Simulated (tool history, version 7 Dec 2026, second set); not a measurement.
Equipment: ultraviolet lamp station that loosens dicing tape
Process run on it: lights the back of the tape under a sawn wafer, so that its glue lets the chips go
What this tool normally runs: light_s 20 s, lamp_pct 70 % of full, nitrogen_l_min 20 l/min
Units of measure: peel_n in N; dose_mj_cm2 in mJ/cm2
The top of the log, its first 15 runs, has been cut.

run	hour	light_s	lamp_pct	nitrogen_l_min	hours of work of the lamp	hours of work since the window was cleaned	peel_n	dose_mj_cm2
16	205.1	20	70	12	428	20	1.129	371
17	216.6	20	70	12	433	25	1.117	365
18	237.2	20	70	12	442	34	1.123	366
19	248.7	20	70	21	447	39	0.933	362
20	260.1	20	70	20	452	44	0.936	360
21	270.5	20	70	20	456	49	0.927	360
22	282.4	20	70	22	462	54	0.942	354
23	295.7	20	70	22	467	60	0.862	360
24	313	13	85	18	475	67	1.329	278
25	328.1	20	77	10	482	74	1.143	384
26	345.3	20	77	10	489	82	1.154	382
27	362.5	20	77	10	497	89	1.131	379
28	374.1	13	76	33	502	94	1.266	241
29	386.5	20	68	20	507	100	1.048	334

Forecast run 30:
30	396.4	15	74	27	511	104	?	?

peel_n: 1.171 N
dose_mj_cm2: 278 mJ/cm2
If the tool had no hidden condition, the same run with the same run-to-run variation would have returned peel_n 0.812 N, dose_mj_cm2 364 mJ/cm2.

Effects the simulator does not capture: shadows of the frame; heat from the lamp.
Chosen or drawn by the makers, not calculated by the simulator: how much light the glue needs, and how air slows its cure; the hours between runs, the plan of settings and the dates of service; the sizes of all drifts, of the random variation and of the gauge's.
